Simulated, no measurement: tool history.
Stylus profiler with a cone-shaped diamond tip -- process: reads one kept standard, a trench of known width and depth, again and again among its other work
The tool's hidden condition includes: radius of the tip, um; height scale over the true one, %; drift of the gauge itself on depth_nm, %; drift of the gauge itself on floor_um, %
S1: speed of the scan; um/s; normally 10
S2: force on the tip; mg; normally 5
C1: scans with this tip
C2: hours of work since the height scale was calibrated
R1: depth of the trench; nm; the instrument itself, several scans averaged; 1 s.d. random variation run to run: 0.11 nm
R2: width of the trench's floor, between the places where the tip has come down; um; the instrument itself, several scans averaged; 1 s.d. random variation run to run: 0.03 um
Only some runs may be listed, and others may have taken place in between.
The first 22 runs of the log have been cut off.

{"run": 23, "hour": 288.0, "S1": 7, "S2": 5, "C1": 777, "C2": 180, "R1": 205.61, "R2": 97.23}
{"run": 24, "hour": 300.2, "S1": 7, "S2": 5, "C1": 809, "C2": 188, "R1": 205.59, "R2": 97.18}
{"run": 25, "hour": 314.7, "S1": 18, "S2": 1.7, "C1": 847, "C2": 196, "R1": 202.96, "R2": 97.08}
{"run": 26, "hour": 329.2, "S1": 3, "S2": 5.95, "C1": 886, "C2": 205, "R1": 206.52, "R2": 97.21}
{"run": 27, "hour": 338.8, "S1": 31, "S2": 3.97, "C1": 911, "C2": 211, "R1": 204.76, "R2": 97.13}
{"run": 28, "hour": 352.4, "S1": 31, "S2": 3.97, "C1": 947, "C2": 219, "R1": 204.84, "R2": 97.07}
{"run": 29, "hour": 367.0, "S1": 4, "S2": 5, "C1": 985, "C2": 228, "R1": 205.57, "R2": 97.21}
{"run": 30, "hour": 378.8, "S1": 2, "S2": 12.27, "C1": 1016, "C2": 235, "R1": 209.9, "R2": 97.16}
{"run": 31, "hour": 386.9, "S1": 3, "S2": 11.16, "C1": 1037, "C2": 240, "R1": 209.51, "R2": 97.19}
{"run": 32, "hour": 396.0, "S1": 40, "S2": 3.09, "C1": 1061, "C2": 246, "R1": 204.25, "R2": 96.95}

Expected results for the next run?
{"run": 33, "hour": 405.0, "S1": 40, "S2": 3.09, "C1": 1085, "C2": 251, "R1": "?", "R2": "?"}

{"run 33": {"R1": 204.07, "R2": 97.02}}
Take away the tool's hidden state, keep the run-to-run variation as it was, and the same run would have given R1 204.07 nm, R2 97.02 um.
